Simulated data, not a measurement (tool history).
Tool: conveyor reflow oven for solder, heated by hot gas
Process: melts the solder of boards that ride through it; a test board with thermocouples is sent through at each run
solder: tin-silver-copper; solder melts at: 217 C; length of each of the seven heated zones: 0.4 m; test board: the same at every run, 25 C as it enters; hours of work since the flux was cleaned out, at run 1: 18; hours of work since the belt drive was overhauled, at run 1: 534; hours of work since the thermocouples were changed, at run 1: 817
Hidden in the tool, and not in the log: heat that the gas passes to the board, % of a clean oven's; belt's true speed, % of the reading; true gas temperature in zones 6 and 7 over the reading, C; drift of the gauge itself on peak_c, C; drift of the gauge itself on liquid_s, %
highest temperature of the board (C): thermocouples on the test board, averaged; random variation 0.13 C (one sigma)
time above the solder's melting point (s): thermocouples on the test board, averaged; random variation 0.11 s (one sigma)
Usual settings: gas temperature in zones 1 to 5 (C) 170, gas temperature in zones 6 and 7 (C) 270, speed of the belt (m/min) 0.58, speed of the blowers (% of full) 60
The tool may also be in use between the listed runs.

run,hour,gas temperature in zones 1 to 5 (C),gas temperature in zones 6 and 7 (C),speed of the belt (m/min),speed of the blowers (% of full),hours of work since the flux was cleaned out,hours of work since the belt drive was overhauled,hours of work since the thermocouples were changed,highest temperature of the board (C),time above the solder's melting point (s)
1,0,170,270,0.58,60,18,534,817,252.9,60.5
2,34.7,170,270,0.58,74,37,552,835,257.1,64.9
3,68,170,270,0.58,60,54,570,853,252.9,60.6
4,85.8,170,270,0.58,60,64,580,863,252.7,60.6
5,103,170,270,0.58,60,73,589,872,252.8,60.5
6,122,170,270,0.58,60,83,599,882,252.8,60.5
7,147.2,170,270,0.58,60,97,613,896,252.8,60.7
8,167.6,170,270,0.58,60,108,624,906,252.7,60.5
9,186.5,170,270,0.58,60,118,634,917,252.8,60.5
10,210,170,270,0.58,60,131,646,929,252.8,60.5
11,244.1,170,270,0.58,60,149,665,947,252.9,60.5
12,269.8,170,270,0.58,60,163,679,961,252.8,60.5
13,294.3,170,270,0.58,60,176,692,974,252.9,60.6
# hour 324.5: flux residue cleaned out of gas plates and filters
14,332.1,170,270,0.58,60,4,709,992,252.8,60.7
15,357.2,170,270,0.58,60,18,723,1005,252.9,60.7
16,381,170,270,0.58,60,30,736,1018,252.9,60.5
# hour 409.2: thermocouples of zones 6 and 7 changed
17,422.5,170,270,0.58,60,51,757,7,252.8,60.4
18,448.1,168,269,0.58,74,65,770,21,255.9,63.4
19,474,162,275,0.607,86,79,784,35,262.2,62.7
20,493.7,170,267,0.577,54,90,795,45,248,56.4
21,528.8,170,278,0.58,60,108,814,64,259.9,65.6
22,546.5,184,270,0.663,60,118,823,74,251.1,55.8
23,581.5,177,270,0.58,60,137,842,92,254.2,64.4
24,609.4,158,270,0.568,63,152,857,107,252.7,58.3
25,637.5,180,270,0.58,50,167,872,122,250.7,61.9
26,660.1,180,270,0.58,58,179,884,135,254,65.3
# hour 685.1: flux residue cleaned out of gas plates and filters
27,700.5,170,280,0.682,90,8,903,154,265.5,59
28,733.8,170,270,0.58,71,26,921,171,256.5,64.2
29,754,176,270,0.58,60,37,932,182,253.6,63.6
30,773,176,270,0.58,60,47,942,192,254.1,63.8

Hidden state at the last listed run before each entry between runs and at the first one after, where it differs:
Between runs 13 and 14: flux residue cleaned out of gas plates and filters (hour 324.5)
  heat that the gas passes to the board, % of a clean oven's: 99.8 -> 100
Between runs 16 and 17: thermocouples of zones 6 and 7 changed (hour 409.2)
  heat that the gas passes to the board, % of a clean oven's: 100 -> 99.9; belt's true speed, % of the reading: 99.98 -> 99.97; true gas temperature in zones 6 and 7 over the reading, C: -0.05 -> -0.02
Between runs 26 and 27: flux residue cleaned out of gas plates and filters (hour 685.1)
  heat that the gas passes to the board, % of a clean oven's: 99.8 -> 100
